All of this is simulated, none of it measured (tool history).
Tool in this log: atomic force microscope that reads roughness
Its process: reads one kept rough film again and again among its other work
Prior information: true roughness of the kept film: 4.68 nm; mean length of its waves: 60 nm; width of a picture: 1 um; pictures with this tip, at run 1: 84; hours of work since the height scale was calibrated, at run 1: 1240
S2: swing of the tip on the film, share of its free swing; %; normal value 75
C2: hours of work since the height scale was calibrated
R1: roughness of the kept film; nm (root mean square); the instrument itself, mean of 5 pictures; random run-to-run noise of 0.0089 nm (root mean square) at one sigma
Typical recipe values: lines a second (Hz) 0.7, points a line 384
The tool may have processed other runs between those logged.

{"run": 1, "hour": 0.0, "lines a second (Hz)": 0.7, "S2": 75, "points a line": 384, "pictures with this tip": 84, "C2": 1240, "R1": 4.3}
{"run": 2, "hour": 35.7, "lines a second (Hz)": 0.7, "S2": 75, "points a line": 384, "pictures with this tip": 132, "C2": 1261, "R1": 4.299}
{"run": 3, "hour": 109.6, "lines a second (Hz)": 0.7, "S2": 75, "points a line": 384, "pictures with this tip": 232, "C2": 1304, "R1": 4.249}
{"hour": 170.3, "done": "new tip fitted"}
{"run": 4, "hour": 187.7, "lines a second (Hz)": 0.7, "S2": 75, "points a line": 291, "pictures with this tip": 24, "C2": 1349, "R1": 4.346}
{"run": 5, "hour": 241.9, "lines a second (Hz)": 0.7, "S2": 75, "points a line": 285, "pictures with this tip": 97, "C2": 1381, "R1": 4.309}
{"run": 6, "hour": 294.5, "lines a second (Hz)": 0.7, "S2": 75, "points a line": 285, "pictures with this tip": 168, "C2": 1411, "R1": 4.279}
{"run": 7, "hour": 346.6, "lines a second (Hz)": 0.7, "S2": 75, "points a line": 276, "pictures with this tip": 239, "C2": 1442, "R1": 4.25}
{"hour": 403.7, "done": "new tip fitted"}
{"run": 8, "hour": 406.9, "lines a second (Hz)": 0.7, "S2": 75, "points a line": 276, "pictures with this tip": 4, "C2": 1476, "R1": 4.36}
{"run": 9, "hour": 457.4, "lines a second (Hz)": 0.7, "S2": 75, "points a line": 384, "pictures with this tip": 73, "C2": 1506, "R1": 4.328}
{"run": 10, "hour": 518.1, "lines a second (Hz)": 0.7, "S2": 75, "points a line": 384, "pictures with this tip": 155, "C2": 1541, "R1": 4.28}
{"run": 11, "hour": 587.9, "lines a second (Hz)": 0.7, "S2": 75, "points a line": 384, "pictures with this tip": 249, "C2": 1582, "R1": 4.241}
{"hour": 637.5, "done": "new tip fitted"}
{"run": 12, "hour": 670.0, "lines a second (Hz)": 0.7, "S2": 75, "points a line": 384, "pictures with this tip": 44, "C2": 1629, "R1": 4.357}
{"run": 13, "hour": 718.8, "lines a second (Hz)": 0.7, "S2": 75, "points a line": 384, "pictures with this tip": 110, "C2": 1658, "R1": 4.322}
{"run": 14, "hour": 797.0, "lines a second (Hz)": 2.337, "S2": 75, "points a line": 384, "pictures with this tip": 216, "C2": 1703, "R1": 3.854}
{"hour": 873.1, "done": "new tip fitted"}
{"run": 15, "hour": 873.8, "lines a second (Hz)": 0.7, "S2": 75, "points a line": 384, "pictures with this tip": 1, "C2": 1748, "R1": 4.366}
{"run": 16, "hour": 915.5, "lines a second (Hz)": 0.7, "S2": 75, "points a line": 384, "pictures with this tip": 57, "C2": 1772, "R1": 4.333}
{"run": 17, "hour": 957.9, "lines a second (Hz)": 0.7, "S2": 75, "points a line": 384, "pictures with this tip": 114, "C2": 1797, "R1": 4.321}
{"run": 18, "hour": 1034.8, "lines a second (Hz)": 0.7, "S2": 75, "points a line": 384, "pictures with this tip": 218, "C2": 1841, "R1": 4.261}
{"hour": 1107.8, "done": "new tip fitted"}
{"run": 19, "hour": 1110.6, "lines a second (Hz)": 0.7, "S2": 75, "points a line": 384, "pictures with this tip": 4, "C2": 1885, "R1": 4.376}
{"run": 20, "hour": 1168.0, "lines a second (Hz)": 0.7, "S2": 75, "points a line": 384, "pictures with this tip": 82, "C2": 1918, "R1": 4.326}
{"run": 21, "hour": 1217.5, "lines a second (Hz)": 0.7, "S2": 75, "points a line": 384, "pictures with this tip": 148, "C2": 1947, "R1": 4.281}
{"run": 22, "hour": 1281.5, "lines a second (Hz)": 0.698, "S2": 75, "points a line": 384, "pictures with this tip": 235, "C2": 1985, "R1": 4.248}
{"hour": 1340.5, "done": "new tip fitted"}
{"run": 23, "hour": 1347.9, "lines a second (Hz)": 0.698, "S2": 75, "points a line": 384, "pictures with this tip": 10, "C2": 2023, "R1": 4.358}
{"run": 24, "hour": 1393.7, "lines a second (Hz)": 0.698, "S2": 75, "points a line": 384, "pictures with this tip": 72, "C2": 2050, "R1": 4.335}
{"run": 25, "hour": 1461.3, "lines a second (Hz)": 0.7, "S2": 87, "points a line": 384, "pictures with this tip": 163, "C2": 2089, "R1": 4.141}
{"run": 26, "hour": 1529.6, "lines a second (Hz)": 0.7, "S2": 87, "points a line": 384, "pictures with this tip": 255, "C2": 2129, "R1": 4.089}
{"hour": 1577.9, "done": "new tip fitted"}
{"run": 27, "hour": 1582.9, "lines a second (Hz)": 0.7, "S2": 87, "points a line": 442, "pictures with this tip": 7, "C2": 2159, "R1": 4.24}
{"run": 28, "hour": 1621.1, "lines a second (Hz)": 1.141, "S2": 59, "points a line": 840, "pictures with this tip": 58, "C2": 2182, "R1": 4.441}
{"run": 29, "hour": 1686.0, "lines a second (Hz)": 1.07, "S2": 65, "points a line": 744, "pictures with this tip": 146, "C2": 2219, "R1": 4.349}
{"run": 30, "hour": 1766.9, "lines a second (Hz)": 1.13, "S2": 75, "points a line": 457, "pictures with this tip": 255, "C2": 2266, "R1": 4.159}
{"hour": 1808.8, "done": "new tip fitted"}
{"run": 31, "hour": 1846.5, "lines a second (Hz)": 0.578, "S2": 84, "points a line": 280, "pictures with this tip": 51, "C2": 2312, "R1": 4.282}
{"run": 32, "hour": 1894.6, "lines a second (Hz)": 3.103, "S2": 75, "points a line": 384, "pictures with this tip": 116, "C2": 2340, "R1": 3.749}
{"hour": 1944.8, "done": "height scale calibrated on a step standard"}
{"run": 33, "hour": 1956.0, "lines a second (Hz)": 2.183, "S2": 74, "points a line": 1002, "pictures with this tip": 198, "C2": 6, "R1": 3.909}
{"run": 34, "hour": 2013.4, "lines a second (Hz)": 2.183, "S2": 74, "points a line": 1002, "pictures with this tip": 275, "C2": 40, "R1": 3.869}
{"hour": 2042.2, "done": "new tip fitted"}
{"run": 35, "hour": 2071.4, "lines a second (Hz)": 1.288, "S2": 66, "points a line": 809, "pictures with this tip": 39, "C2": 73, "R1": 4.301}
{"run": 36, "hour": 2105.5, "lines a second (Hz)": 0.504, "S2": 73, "points a line": 776, "pictures with this tip": 85, "C2": 93, "R1": 4.367}
{"run": 37, "hour": 2156.7, "lines a second (Hz)": 0.7, "S2": 64, "points a line": 384, "pictures with this tip": 154, "C2": 123, "R1": 4.355}
{"run": 38, "hour": 2192.6, "lines a second (Hz)": 0.7, "S2": 68, "points a line": 274, "pictures with this tip": 203, "C2": 144, "R1": 4.289}
{"run": 39, "hour": 2272.3, "lines a second (Hz)": 0.586, "S2": 87, "points a line": 660, "pictures with this tip": 310, "C2": 190, "R1": 4.099}
{"hour": 2280.5, "done": "new tip fitted"}
{"run": 40, "hour": 2332.7, "lines a second (Hz)": 0.586, "S2": 87, "points a line": 660, "pictures with this tip": 70, "C2": 225, "R1": 4.227}
{"run": 41, "hour": 2375.3, "lines a second (Hz)": 0.586, "S2": 87, "points a line": 660, "pictures with this tip": 128, "C2": 250, "R1": 4.2}
{"run": 42, "hour": 2415.3, "lines a second (Hz)": 1.633, "S2": 57, "points a line": 432, "pictures with this tip": 182, "C2": 273, "R1": 4.295}
{"run": 43, "hour": 2475.9, "lines a second (Hz)": 2.082, "S2": 75, "points a line": 385, "pictures with this tip": 264, "C2": 308, "R1": 3.852}

What does the tool deliver on the next run?
{"hour": 2513.3, "done": "new tip fitted"}
{"run": 44, "hour": 2550.0, "lines a second (Hz)": 3.534, "S2": 64, "points a line": 549, "pictures with this tip": 49, "C2": 351, "R1": "?"}

{"run 44": {"R1": 4.007}}
With no hidden state in the tool, this same run would have given R1 4.032 nm (root mean square).
